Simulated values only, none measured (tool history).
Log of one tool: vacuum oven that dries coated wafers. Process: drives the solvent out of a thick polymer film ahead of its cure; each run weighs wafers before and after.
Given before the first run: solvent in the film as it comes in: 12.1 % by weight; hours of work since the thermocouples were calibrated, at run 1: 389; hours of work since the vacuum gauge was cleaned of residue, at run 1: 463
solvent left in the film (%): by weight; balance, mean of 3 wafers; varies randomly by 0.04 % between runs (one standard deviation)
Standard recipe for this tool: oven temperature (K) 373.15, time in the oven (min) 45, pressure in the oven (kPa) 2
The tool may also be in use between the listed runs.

run,hour,oven temperature (K),time in the oven (min),pressure in the oven (kPa),hours of work since the thermocouples were calibrated,hours of work since the vacuum gauge was cleaned of residue,solvent left in the film (%)
1,0,373.15,45,2,389,463,3.22
2,40.3,373.15,45,2,416,489,3.27
3,80.8,373.15,45,6.89,442,515,6.88
4,112.9,373.15,45,6.89,463,536,6.77
5,143.9,373.15,45,6.89,483,556,6.84
6,177.1,373.15,45,7.82,504,578,7.53
7,199,373.15,45,7.82,519,592,7.52
8,236,373.15,45,7.82,543,616,7.48
9,283.4,373.15,45,7.82,573,647,7.51
10,315.3,373.15,45,7.82,594,668,7.55
11,359.1,373.15,45,2,623,696,3.25
12,380.7,373.15,45,2,637,710,3.26
13,407.8,383.15,50,1.11,654,728,1.19
14,453.6,368.15,35,1.16,684,757,4.26
15,494.6,368.15,35,1.16,711,784,4.25
16,515.2,367.15,58,2.06,724,797,3.78
17,551.5,358.15,58,3.01,748,821,6.8
18,585.1,358.15,58,3.01,769,843,6.76
19,621.8,358.15,58,3.01,793,867,6.81
20,655.5,361.15,59,2,815,889,4.96
21,676.6,372.15,41,1.96,829,902,3.64
22,698.9,375.15,50,2,843,917,2.64
23,739.4,377.15,46,7.2,869,943,6.01

Measured result minus the same run's result without the hidden state. Both carry the same run-to-run variation, though not necessarily the same gauge scatter:
Hidden state at play: true wafer temperature over the reading, C; true pressure over the reading, kPa; drift of the gauge itself on solvent_pct, %.
run,solvent left in the film (%)
1,+0.01
2,+0
3,-0.07
4,-0.06
5,-0.07
6,-0.08
7,-0.09
8,-0.09
9,-0.09
10,-0.09
11,+0.01
12,+0.01
13,+0.08
14,+0
15,+0
16,+0.05
17,+0.05
18,+0.04
19,+0.04
20,+0.06
21,+0
22,+0.05
23,-0.09

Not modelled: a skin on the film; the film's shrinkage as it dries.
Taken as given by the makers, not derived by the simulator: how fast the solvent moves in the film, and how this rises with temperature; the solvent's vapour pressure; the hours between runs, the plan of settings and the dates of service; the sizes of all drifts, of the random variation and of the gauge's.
